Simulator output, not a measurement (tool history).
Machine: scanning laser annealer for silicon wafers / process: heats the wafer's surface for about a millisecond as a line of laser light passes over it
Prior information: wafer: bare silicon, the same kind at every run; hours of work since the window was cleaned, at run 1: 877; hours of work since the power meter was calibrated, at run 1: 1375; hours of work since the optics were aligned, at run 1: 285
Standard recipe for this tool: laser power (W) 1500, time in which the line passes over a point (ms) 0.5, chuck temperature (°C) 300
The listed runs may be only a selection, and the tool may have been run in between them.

run	hour	laser power (W)	time in which the line passes over a point (ms)	chuck temperature (°C)	hours of work since the window was cleaned	hours of work since the power meter was calibrated	hours of work since the optics were aligned	highest temperature of the surface (°C)
1	0	1500	0.5	300	877	1375	285	1010
2	27	1500	0.5	296	893	1390	300	1009
3	76.4	1500	0.5	296	921	1419	329	1009
4	117.3	1500	0.5	296	945	1443	353	1005
# hour 156.9: window over the wafer cleaned
5	173.1	1500	0.5	296	9	1474	384	1038
6	215.5	1500	0.5	296	34	1499	409	1032

Expected results for the next run?
7	273.7	1500	0.5	296	68	1532	442	?

Logged for run 7: highest temperature of the surface (°C) 1032.
Take away the tool's hidden state, keep the run-to-run variation as it was, and the same run would have given highest temperature of the surface (°C) 1053.

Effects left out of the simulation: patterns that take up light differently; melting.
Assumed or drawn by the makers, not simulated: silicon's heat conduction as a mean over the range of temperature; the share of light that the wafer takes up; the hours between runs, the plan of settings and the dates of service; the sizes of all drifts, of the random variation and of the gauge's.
